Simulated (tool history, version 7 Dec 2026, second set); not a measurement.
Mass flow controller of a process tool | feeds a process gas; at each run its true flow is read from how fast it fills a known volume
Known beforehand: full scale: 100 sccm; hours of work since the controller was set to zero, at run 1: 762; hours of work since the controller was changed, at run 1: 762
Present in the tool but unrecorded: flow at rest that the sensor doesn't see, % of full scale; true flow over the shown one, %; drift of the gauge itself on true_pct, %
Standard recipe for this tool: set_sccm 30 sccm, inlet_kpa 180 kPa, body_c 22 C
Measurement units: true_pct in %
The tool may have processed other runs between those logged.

run    hour  set_sccm  inlet_kpa  body_c  hours of work since the controller was set to zero  hours of work since the controller was changed  true_pct
  1       0        30        180      22                                                 762                                             762     99.54
  2    49.8        30        180      22                                                 797                                             797     99.58
  3   141.9        30        174      22                                                 863                                             863     99.47
  4   205.2        30        180      22                                                 909                                             909      99.4
  5   272.6        30        180      22                                                 957                                             957     99.48
  6   372.7        30        180      22                                                1029                                            1029     99.34
  7   424.9        30        180      22                                                1067                                            1067     99.41
  8   467.6        30        180      22                                                1097                                            1097     99.49
  9   542.6        53        180      22                                                1151                                            1151     99.37
 10   596.8        30        154      25                                                1190                                            1190     99.65
 11   694.4        30        149      39                                                1260                                            1260    100.49
 12   755.9        23        177      31                                                1304                                            1304       100
 13   834.1        36        180      27                                                1360                                            1360     99.69
 14   934.5        36        180      27                                                1432                                            1432     99.65
 15   983.9        33        231      20                                                1468                                            1468     98.97
 16  1038.7        33        231      21                                                1507                                            1507     99.11
 17  1139.3        49        242      33                                                1579                                            1579     99.68
 18  1216.1        30        180      34                                                1634                                            1634     99.88

Some steps in true_pct between neighbouring runs. How much of each would the tool show without its hidden state too (settings, what came in, random variation), and how much is left for the hidden state, with any gauge scatter that isn't in both results?
Run 10 -> 11: inlet_kpa 154 -> 149, body_c 25 -> 39. true_pct +0.84 %: hidden state -0.01, all else +0.85.
Run 12 -> 13: set_sccm 23 -> 36, inlet_kpa 177 -> 180, body_c 31 -> 27. true_pct -0.31 %: hidden state -0.22, all else -0.09.
